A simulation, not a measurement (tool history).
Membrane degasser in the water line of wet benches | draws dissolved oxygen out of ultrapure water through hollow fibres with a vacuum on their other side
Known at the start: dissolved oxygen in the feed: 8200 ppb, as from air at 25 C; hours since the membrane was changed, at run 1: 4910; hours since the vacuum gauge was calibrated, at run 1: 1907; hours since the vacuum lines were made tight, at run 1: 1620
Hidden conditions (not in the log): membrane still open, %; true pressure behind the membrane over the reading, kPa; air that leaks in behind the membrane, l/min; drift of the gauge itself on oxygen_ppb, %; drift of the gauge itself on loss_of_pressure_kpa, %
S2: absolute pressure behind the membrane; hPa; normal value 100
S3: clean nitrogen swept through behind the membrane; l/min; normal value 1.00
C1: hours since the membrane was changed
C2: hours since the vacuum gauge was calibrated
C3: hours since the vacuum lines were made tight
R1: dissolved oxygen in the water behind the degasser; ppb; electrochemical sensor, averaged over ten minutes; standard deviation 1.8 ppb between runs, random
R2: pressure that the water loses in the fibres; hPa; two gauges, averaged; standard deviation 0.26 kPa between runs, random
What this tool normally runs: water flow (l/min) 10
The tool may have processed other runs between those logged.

run 1 day=0.000 | water_flow_(l/min)=10 S2=100 S3=1.00 | C1=4910 C2=1907 C3=1620 | R1=173.3 R2=695.0
run 2 day=3.750 | water_flow_(l/min)=10 S2=100 S3=1.00 | C1=5000 C2=1997 C3=1710 | R1=170.6 R2=695.0
run 3 day=7.738 | water_flow_(l/min)=10 S2=100 S3=1.00 | C1=5095 C2=2092 C3=1806 | R1=171.2 R2=693.7
run 4 day=12.483 | water_flow_(l/min)=10 S2=86 S3=1.00 | C1=5209 C2=2206 C3=1920 | R1=138.1 R2=689.9
run 5 day=17.583 | water_flow_(l/min)=10 S2=86 S3=1.00 | C1=5332 C2=2329 C3=2042 | R1=141.3 R2=692.6
run 6 day=23.238 | water_flow_(l/min)=10 S2=86 S3=1.00 | C1=5467 C2=2464 C3=2178 | R1=143.3 R2=693.3
run 7 day=26.362 | water_flow_(l/min)=10 S2=100 S3=2.57 | C1=5543 C2=2539 C3=2253 | R1=78.7 R2=688.8
run 8 day=32.267 | water_flow_(l/min)=10 S2=100 S3=2.57 | C1=5684 C2=2681 C3=2394 | R1=80.1 R2=687.4
run 9 day=37.158 | water_flow_(l/min)=10 S2=100 S3=2.57 | C1=5802 C2=2798 C3=2512 | R1=80.3 R2=688.2
run 10 day=41.308 | water_flow_(l/min)=11 S2=170 S3=2.71 | C1=5901 C2=2898 C3=2611 | R1=155.6 R2=758.5
run 11 day=45.600 | water_flow_(l/min)=11 S2=100 S3=2.40 | C1=6004 C2=3001 C3=2714 | R1=96.2 R2=752.8
run 12 day=50.442 | water_flow_(l/min)=10 S2=222 S3=2.75 | C1=6120 C2=3117 C3=2831 | R1=184.0 R2=684.0
run 13 day=53.929 | water_flow_(l/min)=10 S2=222 S3=2.75 | C1=6204 C2=3201 C3=2914 | R1=182.0 R2=686.3
run 14 day=56.517 | water_flow_(l/min)=7 S2=241 S3=2.18 | C1=6266 C2=3263 C3=2976 | R1=170.2 R2=480.8
run 15 day=59.712 | water_flow_(l/min)=7 S2=94 S3=2.18 | C1=6343 C2=3340 C3=3053 | R1=55.5 R2=479.1
run 16 day=63.842 | water_flow_(l/min)=7 S2=94 S3=2.18 | C1=6442 C2=3439 C3=3152 | R1=55.6 R2=478.9
run 17 day=66.946 | water_flow_(l/min)=11 S2=94 S3=2.18 | C1=6516 C2=3513 C3=3227 | R1=96.5 R2=752.8
run 18 day=70.688 | water_flow_(l/min)=13 S2=100 S3=2.04 | C1=6606 C2=3603 C3=3316 | R1=133.3 R2=896.1

Alternative continuations, all from the tool just after run 18; predict every row:
run A day=75.508 | water_flow_(l/min)=10 S2=153 S3=0.75 | C1=6722 C2=3719 C3=3432 | R1=? R2=?
run B day=75.508 | water_flow_(l/min)=10 S2=119 S3=1.44 | C1=6722 C2=3719 C3=3432 | R1=? R2=?
run C day=75.508 | water_flow_(l/min)=10 S2=158 S3=1.00 | C1=6722 C2=3719 C3=3432 | R1=? R2=?
run D day=75.508 | water_flow_(l/min)=16 S2=246 S3=2.04 | C1=6722 C2=3719 C3=3432 | R1=? R2=?
run E day=75.508 | water_flow_(l/min)=15 S2=100 S3=0.41 | C1=6722 C2=3719 C3=3432 | R1=? R2=?

run=A R1=369.1 R2=683.8
run=B R1=160.5 R2=687.2
run=C R1=303.0 R2=683.7
run=D R1=431.8 R2=1094.5
run=E R1=521.3 R2=1028.0
What these runs would have given with no unlogged condition in the tool:
run=A R1=368.3 R2=691.6
run=B R1=160.0 R2=695.1
run=C R1=302.3 R2=691.5
run=D R1=430.8 R2=1107.0
run=E R1=520.2 R2=1039.8

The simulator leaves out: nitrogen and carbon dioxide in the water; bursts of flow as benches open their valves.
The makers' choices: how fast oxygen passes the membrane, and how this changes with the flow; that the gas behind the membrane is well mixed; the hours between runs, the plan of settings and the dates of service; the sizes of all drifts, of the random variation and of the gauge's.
